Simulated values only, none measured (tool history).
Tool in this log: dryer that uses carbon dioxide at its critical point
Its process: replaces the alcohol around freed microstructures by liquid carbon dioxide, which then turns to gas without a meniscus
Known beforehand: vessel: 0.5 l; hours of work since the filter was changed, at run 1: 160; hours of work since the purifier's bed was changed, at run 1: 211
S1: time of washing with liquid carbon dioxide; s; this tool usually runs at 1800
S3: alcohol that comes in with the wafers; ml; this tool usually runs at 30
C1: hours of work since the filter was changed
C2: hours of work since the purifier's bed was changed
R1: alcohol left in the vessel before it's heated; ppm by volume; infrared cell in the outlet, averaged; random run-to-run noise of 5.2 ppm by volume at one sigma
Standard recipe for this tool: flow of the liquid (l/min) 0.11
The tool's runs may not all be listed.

{"run": 1, "hour": 0.0, "S1": 1800, "flow of the liquid (l/min)": 0.11, "S3": 30, "C1": 160, "C2": 211, "R1": 190}
{"run": 2, "hour": 24.8, "S1": 1500, "flow of the liquid (l/min)": 0.11, "S3": 30, "C1": 177, "C2": 228, "R1": 484}
{"run": 3, "hour": 49.3, "S1": 1800, "flow of the liquid (l/min)": 0.11, "S3": 30, "C1": 193, "C2": 244, "R1": 212}
{"run": 4, "hour": 71.0, "S1": 1800, "flow of the liquid (l/min)": 0.11, "S3": 30, "C1": 207, "C2": 259, "R1": 224}
{"run": 5, "hour": 91.7, "S1": 1800, "flow of the liquid (l/min)": 0.072, "S3": 30, "C1": 221, "C2": 273, "R1": 1494}
{"hour": 112.0, "done": "inlet filter changed"}
{"run": 6, "hour": 121.9, "S1": 1860, "flow of the liquid (l/min)": 0.072, "S3": 30, "C1": 7, "C2": 292, "R1": 825}
{"run": 7, "hour": 138.2, "S1": 1860, "flow of the liquid (l/min)": 0.153, "S3": 30, "C1": 17, "C2": 303, "R1": 55}
{"run": 8, "hour": 164.6, "S1": 1860, "flow of the liquid (l/min)": 0.153, "S3": 30, "C1": 35, "C2": 321, "R1": 57}
{"run": 9, "hour": 194.3, "S1": 1860, "flow of the liquid (l/min)": 0.153, "S3": 30, "C1": 55, "C2": 341, "R1": 55}
{"run": 10, "hour": 224.0, "S1": 1860, "flow of the liquid (l/min)": 0.153, "S3": 30, "C1": 75, "C2": 360, "R1": 60}
{"run": 11, "hour": 246.2, "S1": 1860, "flow of the liquid (l/min)": 0.153, "S3": 30, "C1": 90, "C2": 375, "R1": 63}
{"run": 12, "hour": 273.5, "S1": 1860, "flow of the liquid (l/min)": 0.153, "S3": 30, "C1": 108, "C2": 394, "R1": 72}
{"run": 13, "hour": 288.8, "S1": 1860, "flow of the liquid (l/min)": 0.153, "S3": 30, "C1": 118, "C2": 404, "R1": 75}
{"run": 14, "hour": 306.6, "S1": 1860, "flow of the liquid (l/min)": 0.153, "S3": 30, "C1": 130, "C2": 416, "R1": 80}
{"run": 15, "hour": 322.2, "S1": 1860, "flow of the liquid (l/min)": 0.153, "S3": 30, "C1": 141, "C2": 426, "R1": 72}
{"run": 16, "hour": 342.1, "S1": 2820, "flow of the liquid (l/min)": 0.153, "S3": 30, "C1": 154, "C2": 439, "R1": 69}
{"run": 17, "hour": 363.1, "S1": 1800, "flow of the liquid (l/min)": 0.11, "S3": 30, "C1": 168, "C2": 454, "R1": 225}
{"run": 18, "hour": 377.1, "S1": 1920, "flow of the liquid (l/min)": 0.11, "S3": 30, "C1": 177, "C2": 463, "R1": 180}
{"run": 19, "hour": 408.7, "S1": 1800, "flow of the liquid (l/min)": 0.11, "S3": 30, "C1": 198, "C2": 484, "R1": 249}
{"run": 20, "hour": 431.2, "S1": 1800, "flow of the liquid (l/min)": 0.11, "S3": 30, "C1": 213, "C2": 499, "R1": 263}
{"run": 21, "hour": 445.9, "S1": 1620, "flow of the liquid (l/min)": 0.11, "S3": 30, "C1": 223, "C2": 509, "R1": 427}
{"hour": 461.9, "done": "inlet filter changed"}
{"run": 22, "hour": 477.7, "S1": 2820, "flow of the liquid (l/min)": 0.11, "S3": 30, "C1": 11, "C2": 530, "R1": 86}
{"run": 23, "hour": 507.9, "S1": 2820, "flow of the liquid (l/min)": 0.11, "S3": 30, "C1": 31, "C2": 550, "R1": 90}
{"run": 24, "hour": 531.8, "S1": 2820, "flow of the liquid (l/min)": 0.11, "S3": 30, "C1": 47, "C2": 566, "R1": 84}
{"run": 25, "hour": 555.4, "S1": 1320, "flow of the liquid (l/min)": 0.146, "S3": 35, "C1": 63, "C2": 582, "R1": 224}
{"run": 26, "hour": 568.9, "S1": 1320, "flow of the liquid (l/min)": 0.078, "S3": 44, "C1": 72, "C2": 590, "R1": 3555}
{"run": 27, "hour": 587.6, "S1": 2820, "flow of the liquid (l/min)": 0.11, "S3": 30, "C1": 84, "C2": 603, "R1": 93}
{"run": 28, "hour": 615.3, "S1": 2820, "flow of the liquid (l/min)": 0.11, "S3": 30, "C1": 103, "C2": 622, "R1": 108}
{"run": 29, "hour": 641.1, "S1": 2700, "flow of the liquid (l/min)": 0.11, "S3": 43, "C1": 120, "C2": 639, "R1": 109}
{"run": 30, "hour": 662.3, "S1": 2700, "flow of the liquid (l/min)": 0.11, "S3": 43, "C1": 134, "C2": 653, "R1": 115}
{"run": 31, "hour": 690.4, "S1": 2700, "flow of the liquid (l/min)": 0.073, "S3": 40, "C1": 153, "C2": 672, "R1": 327}
{"run": 32, "hour": 707.7, "S1": 2700, "flow of the liquid (l/min)": 0.073, "S3": 40, "C1": 164, "C2": 683, "R1": 323}
{"run": 33, "hour": 724.6, "S1": 2400, "flow of the liquid (l/min)": 0.11, "S3": 30, "C1": 176, "C2": 695, "R1": 133}
{"run": 34, "hour": 753.2, "S1": 2880, "flow of the liquid (l/min)": 0.163, "S3": 25, "C1": 195, "C2": 714, "R1": 116}
{"run": 35, "hour": 771.8, "S1": 1440, "flow of the liquid (l/min)": 0.07, "S3": 46, "C1": 207, "C2": 726, "R1": 5111}
{"run": 36, "hour": 800.7, "S1": 1140, "flow of the liquid (l/min)": 0.139, "S3": 100, "C1": 227, "C2": 746, "R1": 2093}
{"hour": 811.6, "done": "inlet filter changed"}
{"run": 37, "hour": 832.7, "S1": 1380, "flow of the liquid (l/min)": 0.16, "S3": 99, "C1": 14, "C2": 766, "R1": 263}
{"run": 38, "hour": 855.5, "S1": 2280, "flow of the liquid (l/min)": 0.156, "S3": 24, "C1": 29, "C2": 782, "R1": 117}
{"run": 39, "hour": 879.9, "S1": 2280, "flow of the liquid (l/min)": 0.156, "S3": 24, "C1": 46, "C2": 798, "R1": 133}
{"run": 40, "hour": 903.6, "S1": 2820, "flow of the liquid (l/min)": 0.11, "S3": 41, "C1": 62, "C2": 814, "R1": 133}
{"run": 41, "hour": 934.5, "S1": 2040, "flow of the liquid (l/min)": 0.097, "S3": 41, "C1": 82, "C2": 834, "R1": 296}
{"run": 42, "hour": 956.9, "S1": 2040, "flow of the liquid (l/min)": 0.111, "S3": 62, "C1": 97, "C2": 849, "R1": 229}
{"run": 43, "hour": 971.6, "S1": 2220, "flow of the liquid (l/min)": 0.076, "S3": 62, "C1": 107, "C2": 859, "R1": 859}
{"run": 44, "hour": 986.0, "S1": 2100, "flow of the liquid (l/min)": 0.127, "S3": 62, "C1": 117, "C2": 869, "R1": 159}
{"run": 45, "hour": 1017.7, "S1": 2100, "flow of the liquid (l/min)": 0.127, "S3": 62, "C1": 138, "C2": 890, "R1": 177}
{"run": 46, "hour": 1045.6, "S1": 2100, "flow of the liquid (l/min)": 0.127, "S3": 62, "C1": 157, "C2": 909, "R1": 183}

For each run, the measured value with the value that run would have given without the tool's hidden condition subtracted. The run-to-run variation is shared by both, the gauge scatter possibly not:
The hidden state here: flow that reaches the vessel past the clogged filter, %; alcohol in the recycled carbon dioxide, ppm; drift of the gauge itself on alcohol_ppm, %.
run=1 R1=+96
run=2 R1=+216
run=3 R1=+120
run=4 R1=+137
run=5 R1=+627
run=6 R1=+54
run=7 R1=+43
run=8 R1=+45
run=9 R1=+49
run=10 R1=+54
run=11 R1=+56
run=12 R1=+59
run=13 R1=+63
run=14 R1=+64
run=15 R1=+66
run=16 R1=+64
run=17 R1=+139
run=18 R1=+122
run=19 R1=+164
run=20 R1=+171
run=21 R1=+253
run=22 R1=+78
run=23 R1=+80
run=24 R1=+84
run=25 R1=+112
run=26 R1=+525
run=27 R1=+89
run=28 R1=+93
run=29 R1=+100
run=30 R1=+102
run=31 R1=+190
run=32 R1=+199
run=33 R1=+112
run=34 R1=+107
run=35 R1=+1664
run=36 R1=+1052
run=37 R1=+131
run=38 R1=+117
run=39 R1=+117
run=40 R1=+126
run=41 R1=+173
run=42 R1=+159
run=43 R1=+344
run=44 R1=+144
run=45 R1=+151
run=46 R1=+158
